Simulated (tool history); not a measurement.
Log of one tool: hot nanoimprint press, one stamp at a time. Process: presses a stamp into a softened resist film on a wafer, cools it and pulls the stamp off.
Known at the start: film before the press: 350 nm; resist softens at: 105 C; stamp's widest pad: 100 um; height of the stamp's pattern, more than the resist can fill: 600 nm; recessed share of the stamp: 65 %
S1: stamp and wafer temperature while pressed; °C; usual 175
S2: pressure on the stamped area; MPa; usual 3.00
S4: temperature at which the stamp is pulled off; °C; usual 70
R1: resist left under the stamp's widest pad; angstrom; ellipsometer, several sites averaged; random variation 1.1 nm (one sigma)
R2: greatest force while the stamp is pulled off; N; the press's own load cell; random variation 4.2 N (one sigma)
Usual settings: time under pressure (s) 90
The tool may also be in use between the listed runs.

{"run": 1, "hour": 0.0, "S1": 175, "S2": 3.0, "time under pressure (s)": 90, "S4": 70, "R1": 1701, "R2": 204}
{"run": 2, "hour": 7.5, "S1": 175, "S2": 3.0, "time under pressure (s)": 90, "S4": 70, "R1": 1683, "R2": 212}
{"run": 3, "hour": 14.2, "S1": 175, "S2": 3.0, "time under pressure (s)": 90, "S4": 70, "R1": 1693, "R2": 212}
{"run": 4, "hour": 27.2, "S1": 175, "S2": 3.0, "time under pressure (s)": 90, "S4": 73, "R1": 1722, "R2": 214}
{"run": 5, "hour": 34.1, "S1": 175, "S2": 3.0, "time under pressure (s)": 170, "S4": 70, "R1": 1330, "R2": 218}
{"run": 6, "hour": 46.9, "S1": 175, "S2": 3.0, "time under pressure (s)": 90, "S4": 78, "R1": 1713, "R2": 208}
{"run": 7, "hour": 55.7, "S1": 175, "S2": 3.0, "time under pressure (s)": 90, "S4": 75, "R1": 1680, "R2": 218}
{"run": 8, "hour": 67.7, "S1": 175, "S2": 3.0, "time under pressure (s)": 90, "S4": 75, "R1": 1723, "R2": 218}
{"hour": 71.5, "done": "plate thermocouple calibrated"}
{"run": 9, "hour": 83.5, "S1": 175, "S2": 3.0, "time under pressure (s)": 90, "S4": 75, "R1": 1741, "R2": 219}
{"run": 10, "hour": 94.5, "S1": 175, "S2": 3.0, "time under pressure (s)": 90, "S4": 70, "R1": 1751, "R2": 240}
{"hour": 98.7, "done": "plate thermocouple calibrated, once more"}
{"run": 11, "hour": 107.0, "S1": 175, "S2": 3.0, "time under pressure (s)": 90, "S4": 70, "R1": 1595, "R2": 222}
{"run": 12, "hour": 114.9, "S1": 175, "S2": 2.26, "time under pressure (s)": 80, "S4": 70, "R1": 1877, "R2": 228}
{"run": 13, "hour": 127.4, "S1": 178, "S2": 3.88, "time under pressure (s)": 90, "S4": 70, "R1": 1232, "R2": 234}
{"run": 14, "hour": 136.2, "S1": 178, "S2": 3.44, "time under pressure (s)": 62, "S4": 67, "R1": 1480, "R2": 234}
{"run": 15, "hour": 147.4, "S1": 165, "S2": 2.37, "time under pressure (s)": 152, "S4": 65, "R1": 2387, "R2": 253}
{"run": 16, "hour": 158.3, "S1": 165, "S2": 2.66, "time under pressure (s)": 152, "S4": 73, "R1": 2301, "R2": 238}
{"run": 17, "hour": 171.1, "S1": 165, "S2": 2.66, "time under pressure (s)": 152, "S4": 73, "R1": 2317, "R2": 241}
{"run": 18, "hour": 178.0, "S1": 180, "S2": 3.0, "time under pressure (s)": 45, "S4": 70, "R1": 1640, "R2": 255}
{"run": 19, "hour": 189.6, "S1": 175, "S2": 2.62, "time under pressure (s)": 90, "S4": 62, "R1": 1720, "R2": 273}
{"run": 20, "hour": 196.9, "S1": 175, "S2": 3.55, "time under pressure (s)": 90, "S4": 70, "R1": 1497, "R2": 254}
{"run": 21, "hour": 209.6, "S1": 175, "S2": 3.55, "time under pressure (s)": 90, "S4": 70, "R1": 1503, "R2": 258}

Forecast each of these 4 alternatives for the next run:
{"run": "A", "hour": 218.4, "S1": 173, "S2": 4.09, "time under pressure (s)": 62, "S4": 70, "R1": "?", "R2": "?"}
{"run": "B", "hour": 218.4, "S1": 180, "S2": 4.0, "time under pressure (s)": 90, "S4": 62, "R1": "?", "R2": "?"}
{"run": "C", "hour": 218.4, "S1": 168, "S2": 3.55, "time under pressure (s)": 90, "S4": 70, "R1": "?", "R2": "?"}
{"run": "D", "hour": 218.4, "S1": 175, "S2": 2.19, "time under pressure (s)": 90, "S4": 66, "R1": "?", "R2": "?"}

run=A R1=1766 R2=256
run=B R1=1090 R2=278
run=C R1=2147 R2=260
run=D R1=1865 R2=272
Without the tool's hidden state the same runs would have given:
run=A R1=1684 R2=200
run=B R1=1036 R2=218
run=C R1=2059 R2=203
run=D R1=1797 R2=212
